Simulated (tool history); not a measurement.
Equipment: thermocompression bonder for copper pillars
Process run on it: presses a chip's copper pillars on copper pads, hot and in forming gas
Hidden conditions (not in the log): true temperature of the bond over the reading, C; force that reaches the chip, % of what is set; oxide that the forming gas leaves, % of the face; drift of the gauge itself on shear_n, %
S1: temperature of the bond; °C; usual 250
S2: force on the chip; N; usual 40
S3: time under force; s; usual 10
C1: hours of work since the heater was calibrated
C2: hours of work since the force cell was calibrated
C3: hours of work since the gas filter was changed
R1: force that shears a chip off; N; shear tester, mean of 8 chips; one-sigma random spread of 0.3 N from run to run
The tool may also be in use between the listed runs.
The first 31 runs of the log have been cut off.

run,hour,S1,S2,S3,C1,C2,C3,R1
32,815.1,250,40,16,422,832,218,72.8
33,840.0,279,36,20,437,848,234,91.1
34,872.9,263,40,20,458,868,255,86.0
35,896.0,263,40,16,473,883,270,82.0
36,923.8,263,40,16,491,901,287,81.7
37,939.7,263,40,16,501,911,297,81.9
# hour 942.8: forming gas filter changed
38,954.7,230,58,14,510,920,8,74.2
39,974.3,277,39,27,522,932,20,97.3

Below are 4 alternative next runs, each starting from the tool's condition after run 39. Predict each:
A,1003.3,261,40,10,541,951,38,?
B,1003.3,255,33,23,541,951,38,?
C,1003.3,229,33,15,541,951,38,?
D,1003.3,277,60,22,541,951,38,?

run,R1
A,71.6
B,73.8
C,45.6
D,106.4
Had the tool no hidden state, the same runs would have come out as:
run,R1
A,71.6
B,73.8
C,45.5
D,106.4
